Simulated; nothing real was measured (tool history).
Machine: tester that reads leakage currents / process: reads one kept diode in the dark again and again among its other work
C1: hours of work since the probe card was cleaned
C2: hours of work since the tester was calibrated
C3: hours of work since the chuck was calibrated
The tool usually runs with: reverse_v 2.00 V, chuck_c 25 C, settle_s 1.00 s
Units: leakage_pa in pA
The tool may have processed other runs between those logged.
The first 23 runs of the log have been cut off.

run 24 hour=4821.2 | reverse_v=8.77 chuck_c=25 settle_s=9.20 | C1=550 C2=3560 C3=249 | leakage_pa=212.27
run 25 hour=4965.6 | reverse_v=1.95 chuck_c=45 settle_s=1.00 | C1=614 C2=3624 C3=313 | leakage_pa=472.86
run 26 hour=5247.0 | reverse_v=1.95 chuck_c=45 settle_s=1.00 | C1=739 C2=3749 C3=438 | leakage_pa=476.23
run 27 hour=5391.4 | reverse_v=2.00 chuck_c=56 settle_s=0.39 | C1=803 C2=3813 C3=502 | leakage_pa=1035.16
run 28 hour=5577.4 | reverse_v=2.00 chuck_c=29 settle_s=0.94 | C1=886 C2=3895 C3=585 | leakage_pa=141.45
run 29 hour=5766.1 | reverse_v=1.96 chuck_c=29 settle_s=0.53 | C1=969 C2=3979 C3=668 | leakage_pa=139.88
run 30 hour=5968.7 | reverse_v=1.96 chuck_c=29 settle_s=0.53 | C1=1059 C2=4069 C3=758 | leakage_pa=139.82
run 31 hour=6208.3 | reverse_v=1.96 chuck_c=29 settle_s=0.53 | C1=1166 C2=4175 C3=865 | leakage_pa=140.07
run 32 hour=6339.9 | reverse_v=1.96 chuck_c=29 settle_s=0.53 | C1=1224 C2=4233 C3=923 | leakage_pa=139.77
-- hour=6512.9 chuck's temperature calibrated
run 33 hour=6608.6 | reverse_v=10.26 chuck_c=33 settle_s=1.71 | C1=1342 C2=4352 C3=42 | leakage_pa=445.48
run 34 hour=6776.4 | reverse_v=14.38 chuck_c=25 settle_s=4.40 | C1=1417 C2=4426 C3=117 | leakage_pa=276.96
run 35 hour=7004.6 | reverse_v=11.07 chuck_c=25 settle_s=4.44 | C1=1518 C2=4527 C3=218 | leakage_pa=242.46
run 36 hour=7127.6 | reverse_v=11.07 chuck_c=33 settle_s=2.62 | C1=1573 C2=4582 C3=273 | leakage_pa=461.36
run 37 hour=7317.2 | reverse_v=2.92 chuck_c=33 settle_s=0.55 | C1=1657 C2=4666 C3=357 | leakage_pa=233.95
run 38 hour=7515.9 | reverse_v=16.66 chuck_c=31 settle_s=2.56 | C1=1745 C2=4754 C3=445 | leakage_pa=482.67
run 39 hour=7745.5 | reverse_v=2.00 chuck_c=45 settle_s=8.06 | C1=1847 C2=4856 C3=547 | leakage_pa=476.50

Forecast each of these 3 alternatives for the next run:
-- hour=7848.5 tester calibrated
run A hour=7944.7 | reverse_v=7.32 chuck_c=48 settle_s=9.51 | C1=1934 C2=43 C3=634 | leakage_pa=?
-- hour=7848.5 tester calibrated
run B hour=7944.7 | reverse_v=2.62 chuck_c=57 settle_s=5.10 | C1=1934 C2=43 C3=634 | leakage_pa=?
-- hour=7848.5 tester calibrated
run C hour=7944.7 | reverse_v=5.87 chuck_c=45 settle_s=0.90 | C1=1934 C2=43 C3=634 | leakage_pa=?

run=A leakage_pa=1149.54
run=B leakage_pa=1273.30
run=C leakage_pa=829.68
The same runs, with their run-to-run variation unchanged, on a tool lacking any hidden condition would have given:
run=A leakage_pa=1149.09
run=B leakage_pa=1272.87
run=C leakage_pa=829.34
